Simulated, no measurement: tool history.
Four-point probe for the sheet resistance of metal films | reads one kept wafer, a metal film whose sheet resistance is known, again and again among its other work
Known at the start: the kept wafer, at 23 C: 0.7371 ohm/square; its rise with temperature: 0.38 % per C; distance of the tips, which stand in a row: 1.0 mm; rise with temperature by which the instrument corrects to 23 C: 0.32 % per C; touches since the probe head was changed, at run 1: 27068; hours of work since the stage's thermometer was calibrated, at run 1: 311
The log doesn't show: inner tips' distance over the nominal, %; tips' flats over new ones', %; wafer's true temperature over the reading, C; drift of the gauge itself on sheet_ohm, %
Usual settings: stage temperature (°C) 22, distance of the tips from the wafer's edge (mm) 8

run    hour  stage temperature (°C)  distance of the tips from the wafer's edge (mm)  touches since the probe head was changed  hours of work since the stage's thermometer was calibrated  sheet resistance as the instrument gives it (ohm/square)
  1     0.0                      22                                                8                                     27068                                                         311                                                  0.741861
  2    51.9                      22                                                8                                     29305                                                         351                                                  0.742283
  3   106.4                      22                                               25                                     31658                                                         393                                                  0.736844
  4   145.4                      22                                               25                                     33338                                                         423                                                  0.736964
  5   174.7                      22                                                8                                     34602                                                         446                                                  0.742383
  6   209.9                      22                                                8                                     36121                                                         473                                                  0.742537
  7   238.2                      23                                                8                                     37341                                                         495                                                  0.742973
  8   277.2                      18                                                8                                     39020                                                         525                                                  0.741028
  9   309.2                      22                                                8                                     40400                                                         550                                                  0.742826
 10   340.8                      22                                                8                                     41762                                                         574                                                  0.742690
 11   370.4                      22                                                8                                     43043                                                         597                                                  0.742736
 12   394.2                      22                                                8                                     44066                                                         615                                                  0.743090
 13   424.0                      22                                                8                                     45351                                                         638                                                  0.743292
 14   466.5                      22                                                8                                     47186                                                         671                                                  0.743041
 15   496.6                      22                                                8                                     48484                                                         695                                                  0.743148
 16   543.1                      22                                                8                                     50489                                                         730                                                  0.743569
 17   572.4                      22                                                8                                     51749                                                         753                                                  0.743296
 18   619.3                      22                                                8                                     53775                                                         789                                                  0.743343
 19   655.4                      22                                                8                                     55328                                                         817                                                  0.743528
 20   705.6                      22                                                8                                     57494                                                         856                                                  0.743486
 21   749.9                      22                                                8                                     59406                                                         890                                                  0.743814
 22   786.6                      22                                                8                                     60987                                                         919                                                  0.743587
 23   840.9                      19                                                5                                     63330                                                         961                                                  0.752213
 24   884.7                      26                                                3                                     65219                                                         994                                                  0.781246
      888.4  -- stage's thermometer calibrated
 25   931.5                      35                                               30                                     67216                                                          33                                                  0.743946
 26   985.5                      19                                                4                                     69544                                                          75                                                  0.761022
     1034.6  -- stage's thermometer calibrated, once more
 27  1042.7                      19                                                4                                     71989                                                           6                                                  0.760610
 28  1096.0                      31                                               16                                     74287                                                          47                                                  0.743282
 29  1121.9                      21                                               33                                     75403                                                          67                                                  0.737983
 30  1162.8                      21                                               33                                     77166                                                          99                                                  0.737761
 31  1217.5                      21                                               33                                     79525                                                         141                                                  0.738076
 32  1266.2                      21                                                8                                     81625                                                         179                                                  0.743827
 33  1307.0                      23                                               23                                     83386                                                         210                                                  0.739229
 34  1356.5                      30                                                4                                     85520                                                         249                                                  0.765901
 35  1413.5                      26                                                8                                     87977                                                         293                                                  0.746427
 36  1455.4                      19                                               20                                     89782                                                         325                                                  0.738347
 37  1507.9                      34                                                8                                     92047                                                         366                                                  0.749953
 38  1536.5                      34                                                8                                     93283                                                         388                                                  0.749844
 39  1569.3                      34                                                8                                     94695                                                         413                                                  0.750326
 40  1603.5                      19                                                4                                     96169                                                         439                                                  0.761782
 41  1645.2                      19                                               47                                     97969                                                         472                                                  0.738070
 42  1689.2                      24                                               47                                     99864                                                         506                                                  0.740399

Some steps in sheet resistance as the instrument gives it (ohm/square) between neighbouring runs. How much of each would the tool show without its hidden state too (settings, what came in, random variation), and how much is left for the hidden state, with any gauge scatter that isn't in both results?
Run 23 -> 24: stage temperature (°C) 19 -> 26, distance of the tips from the wafer's edge (mm) 5 -> 3. sheet resistance as the instrument gives it (ohm/square) +0.029033: hidden state +0.000128, all else +0.028905.
Run 24 -> 25: stage temperature (°C) 26 -> 35, distance of the tips from the wafer's edge (mm) 3 -> 30, stage's thermometer calibrated. sheet resistance as the instrument gives it (ohm/square) -0.037300: hidden state +0.000309, all else -0.037609.
Run 25 -> 26: stage temperature (°C) 35 -> 19, distance of the tips from the wafer's edge (mm) 30 -> 4. sheet resistance as the instrument gives it (ohm/square) +0.017076: hidden state +0.000206, all else +0.016870.
Run 26 -> 27: stage's thermometer calibrated, once more. sheet resistance as the instrument gives it (ohm/square) -0.000412: hidden state -0.000650, all else +0.000238.
Run 33 -> 34: stage temperature (°C) 23 -> 30, distance of the tips from the wafer's edge (mm) 23 -> 4. sheet resistance as the instrument gives it (ohm/square) +0.026672: hidden state +0.000166, all else +0.026506.
